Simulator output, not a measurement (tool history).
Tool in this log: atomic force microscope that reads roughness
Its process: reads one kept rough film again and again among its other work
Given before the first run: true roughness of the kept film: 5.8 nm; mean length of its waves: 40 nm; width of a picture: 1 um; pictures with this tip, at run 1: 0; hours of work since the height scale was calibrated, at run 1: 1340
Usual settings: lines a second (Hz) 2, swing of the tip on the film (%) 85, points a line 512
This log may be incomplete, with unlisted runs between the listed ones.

| run | hour | lines a second (Hz) | swing of the tip on the film (%) | points a line | pictures with this tip | hours of work since the height scale was calibrated | roughness of the kept film (nm (root mean square)) |
|---|---|---|---|---|---|---|---|
| 1 | 0 | 2 | 85 | 512 | 0 | 1340 | 4.006 |
| 2 | 74.4 | 2 | 85 | 512 | 165 | 1397 | 4.016 |
| 3 | 125.1 | 2 | 85 | 512 | 278 | 1436 | 4.006 |
|  | 129.3 | new tip fitted |
| 4 | 173.2 | 2 | 73 | 512 | 97 | 1472 | 4.453 |
| 5 | 215.6 | 2 | 73 | 512 | 191 | 1505 | 4.45 |
| 6 | 256.1 | 2 | 73 | 512 | 281 | 1536 | 4.425 |
|  | 261.5 | new tip fitted |
| 7 | 309.9 | 2 | 73 | 512 | 108 | 1576 | 4.434 |
| 8 | 375.3 | 2 | 73 | 512 | 253 | 1626 | 4.453 |
|  | 391.1 | new tip fitted |
| 9 | 452.6 | 2 | 85 | 512 | 136 | 1685 | 3.992 |
|  | 522.3 | new tip fitted |
| 10 | 528.3 | 2 | 85 | 512 | 13 | 1742 | 4.034 |
| 11 | 582.2 | 0.55 | 85 | 512 | 133 | 1784 | 4.706 |
| 12 | 628.9 | 0.55 | 64 | 512 | 236 | 1819 | 4.936 |
|  | 653.4 | new tip fitted |
| 13 | 688.6 | 0.55 | 64 | 512 | 78 | 1865 | 4.948 |
| 14 | 758.8 | 2 | 62 | 512 | 234 | 1918 | 4.724 |
|  | 782.3 | new tip fitted |
| 15 | 817.7 | 2 | 62 | 512 | 78 | 1963 | 4.706 |
| 16 | 855.3 | 2 | 62 | 333 | 162 | 1991 | 4.709 |
|  | 914.3 | new tip fitted |
| 17 | 920.9 | 0.79 | 62 | 333 | 14 | 2041 | 4.916 |
| 18 | 958.1 | 2 | 85 | 788 | 97 | 2070 | 4.026 |
| 19 | 1013.2 | 2 | 84 | 512 | 219 | 2112 | 4.016 |
|  | 1044.6 | new tip fitted |
| 20 | 1071.3 | 2 | 59 | 347 | 59 | 2156 | 4.741 |
| 21 | 1111.4 | 2 | 59 | 347 | 148 | 2186 | 4.72 |
|  | 1176.5 | new tip fitted |
| 22 | 1179.4 | 2 | 59 | 347 | 6 | 2238 | 4.743 |
|  | 1206.3 | height scale calibrated on a step standard |
| 23 | 1250 | 2 | 73 | 550 | 160 | 33 | 4.445 |
|  | 1306.7 | new tip fitted |
| 24 | 1318.9 | 0.55 | 74 | 410 | 27 | 86 | 4.853 |
| 25 | 1392 | 1.2 | 74 | 670 | 190 | 141 | 4.66 |
|  | 1438 | new tip fitted |
| 26 | 1456.4 | 1.2 | 74 | 670 | 40 | 190 | 4.655 |
| 27 | 1511.6 | 1.14 | 74 | 921 | 163 | 232 | 4.675 |
|  | 1569.2 | new tip fitted |
| 28 | 1569.2 | 0.54 | 74 | 580 | 0 | 276 | 4.824 |
| 29 | 1607.7 | 1.13 | 85 | 260 | 86 | 305 | 4.344 |
| 30 | 1680.8 | 1.65 | 85 | 259 | 248 | 361 | 4.107 |
|  | 1701.8 | new tip fitted |
| 31 | 1755.4 | 0.92 | 61 | 409 | 119 | 418 | 4.922 |

What differs in the tool's unlogged condition from the final listed run ahead of each entry between runs to the first listed run following it?
Runs 3 to 4: new tip fitted (hour 129.3)
  radius of the tip, nm: 10.3 -> 10.1
  measured result minus the result with no hidden state, roughness of the kept film (nm (root mean square)): -0.015 -> -0.007
Runs 6 to 7: new tip fitted (hour 261.5)
  radius of the tip, nm: 10.3 -> 10.1
  measured result minus the result with no hidden state, roughness of the kept film (nm (root mean square)): -0.017 -> -0.007
Runs 8 to 9: new tip fitted (hour 391.1)
  radius of the tip, nm: 10.3 -> 10.2
  measured result minus the result with no hidden state, roughness of the kept film (nm (root mean square)): -0.017 -> -0.009
Runs 9 to 10: new tip fitted (hour 522.3)
  radius of the tip, nm: 10.2 -> 10
  measured result minus the result with no hidden state, roughness of the kept film (nm (root mean square)): -0.009 -> -0.001
Runs 12 to 13: new tip fitted (hour 653.4)
  radius of the tip, nm: 10.3 -> 10.1
  measured result minus the result with no hidden state, roughness of the kept film (nm (root mean square)): -0.017 -> -0.007
Runs 14 to 15: new tip fitted (hour 782.3)
  radius of the tip, nm: 10.3 -> 10.1
  measured result minus the result with no hidden state, roughness of the kept film (nm (root mean square)): -0.016 -> -0.006
Runs 16 to 17: new tip fitted (hour 914.3)
  radius of the tip, nm: 10.2 -> 10
  measured result minus the result with no hidden state, roughness of the kept film (nm (root mean square)): -0.012 -> -0.001
Runs 19 to 20: new tip fitted (hour 1044.6)
  radius of the tip, nm: 10.2 -> 10.1; height scale over the true one, %: -0.01 -> -0.02
  measured result minus the result with no hidden state, roughness of the kept film (nm (root mean square)): -0.013 -> -0.004
Runs 21 to 22: new tip fitted (hour 1176.5)
  radius of the tip, nm: 10.2 -> 10
  measured result minus the result with no hidden state, roughness of the kept film (nm (root mean square)): -0.011 -> -0.001
Runs 22 to 23: height scale calibrated on a step standard (hour 1206.3)
  radius of the tip, nm: 10 -> 10.2; height scale over the true one, %: -0.02 -> 0
  measured result minus the result with no hidden state, roughness of the kept film (nm (root mean square)): -0.001 -> -0.01
Runs 23 to 24: new tip fitted (hour 1306.7)
  radius of the tip, nm: 10.2 -> 10
  measured result minus the result with no hidden state, roughness of the kept film (nm (root mean square)): -0.01 -> -0.002
Runs 25 to 26: new tip fitted (hour 1438)
  radius of the tip, nm: 10.2 -> 10.1
  measured result minus the result with no hidden state, roughness of the kept film (nm (root mean square)): -0.012 -> -0.003
Runs 27 to 28: new tip fitted (hour 1569.2)
  radius of the tip, nm: 10.2 -> 10
  measured result minus the result with no hidden state, roughness of the kept film (nm (root mean square)): -0.011 -> +0
Runs 30 to 31: new tip fitted (hour 1701.8)
  radius of the tip, nm: 10.3 -> 10.1
  measured result minus the result with no hidden state, roughness of the kept film (nm (root mean square)): -0.015 -> -0.009

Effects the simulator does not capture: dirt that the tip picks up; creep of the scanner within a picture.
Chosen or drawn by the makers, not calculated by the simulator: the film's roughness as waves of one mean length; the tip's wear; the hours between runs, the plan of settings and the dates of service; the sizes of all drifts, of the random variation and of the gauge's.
